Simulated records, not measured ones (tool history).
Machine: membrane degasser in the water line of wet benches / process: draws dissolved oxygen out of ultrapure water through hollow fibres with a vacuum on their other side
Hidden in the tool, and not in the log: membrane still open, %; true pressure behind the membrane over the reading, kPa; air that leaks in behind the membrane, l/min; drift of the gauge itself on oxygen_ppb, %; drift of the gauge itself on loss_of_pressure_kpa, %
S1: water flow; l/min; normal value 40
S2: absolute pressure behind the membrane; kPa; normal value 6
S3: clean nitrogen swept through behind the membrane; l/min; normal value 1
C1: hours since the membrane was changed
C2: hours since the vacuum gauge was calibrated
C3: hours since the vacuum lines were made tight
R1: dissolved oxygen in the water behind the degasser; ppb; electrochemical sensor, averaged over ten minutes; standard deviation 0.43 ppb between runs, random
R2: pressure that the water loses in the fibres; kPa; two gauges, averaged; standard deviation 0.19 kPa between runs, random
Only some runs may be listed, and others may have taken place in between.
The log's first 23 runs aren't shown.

{"run": 24, "hour": 4346.4, "S1": 50, "S2": 7.82, "S3": 1, "C1": 12619, "C2": 2700, "C3": 4517, "R1": 429.8, "R2": 63.22}
{"run": 25, "hour": 4564.7, "S1": 40, "S2": 12.66, "S3": 1, "C1": 12837, "C2": 2919, "C3": 4735, "R1": 707.9, "R2": 50.49}
{"run": 26, "hour": 4789.6, "S1": 40, "S2": 12.66, "S3": 1, "C1": 13062, "C2": 3144, "C3": 4960, "R1": 707.3, "R2": 50.45}
{"run": 27, "hour": 4969.2, "S1": 32, "S2": 6, "S3": 0.7, "C1": 13241, "C2": 3323, "C3": 5140, "R1": 245.9, "R2": 40.33}
{"run": 28, "hour": 5183.9, "S1": 33, "S2": 13.54, "S3": 0.7, "C1": 13456, "C2": 3538, "C3": 5354, "R1": 868.2, "R2": 41.72}
{"hour": 5346.9, "done": "membrane cartridge changed"}
{"run": 29, "hour": 5400.2, "S1": 39, "S2": 5.42, "S3": 0.6, "C1": 53, "C2": 3750, "C3": 5567, "R1": 254.6, "R2": 49}
{"run": 30, "hour": 5640.9, "S1": 52, "S2": 4.81, "S3": 2.07, "C1": 294, "C2": 3991, "C3": 5807, "R1": 97, "R2": 65.56}
{"run": 31, "hour": 5848.9, "S1": 27, "S2": 4.81, "S3": 0.7, "C1": 502, "C2": 4199, "C3": 6015, "R1": 124.7, "R2": 34.01}

Here are 5 independent what-if runs from the current tool condition. What would each one return?
{"run": "A", "hour": 6035.9, "S1": 27, "S2": 4.81, "S3": 2.32, "C1": 689, "C2": 4386, "C3": 6202, "R1": "?", "R2": "?"}
{"run": "B", "hour": 6035.9, "S1": 30, "S2": 6, "S3": 1, "C1": 689, "C2": 4386, "C3": 6202, "R1": "?", "R2": "?"}
{"run": "C", "hour": 6035.9, "S1": 60, "S2": 10.48, "S3": 2.63, "C1": 689, "C2": 4386, "C3": 6202, "R1": "?", "R2": "?"}
{"run": "D", "hour": 6035.9, "S1": 40, "S2": 6, "S3": 0.87, "C1": 689, "C2": 4386, "C3": 6202, "R1": "?", "R2": "?"}
{"run": "E", "hour": 6035.9, "S1": 39, "S2": 5.4, "S3": 0.75, "C1": 689, "C2": 4386, "C3": 6202, "R1": "?", "R2": "?"}

run=A R1=44.4 R2=33.7
run=B R1=175.4 R2=37.51
run=C R1=365.5 R2=75.45
run=D R1=248.3 R2=50.07
run=E R1=215.7 R2=48.79
What these runs would have given with no unlogged condition in the tool:
run=A R1=44.4 R2=34.28
run=B R1=175.4 R2=38.15
run=C R1=365.5 R2=76.76
run=D R1=248.3 R2=50.94
run=E R1=215.7 R2=49.63
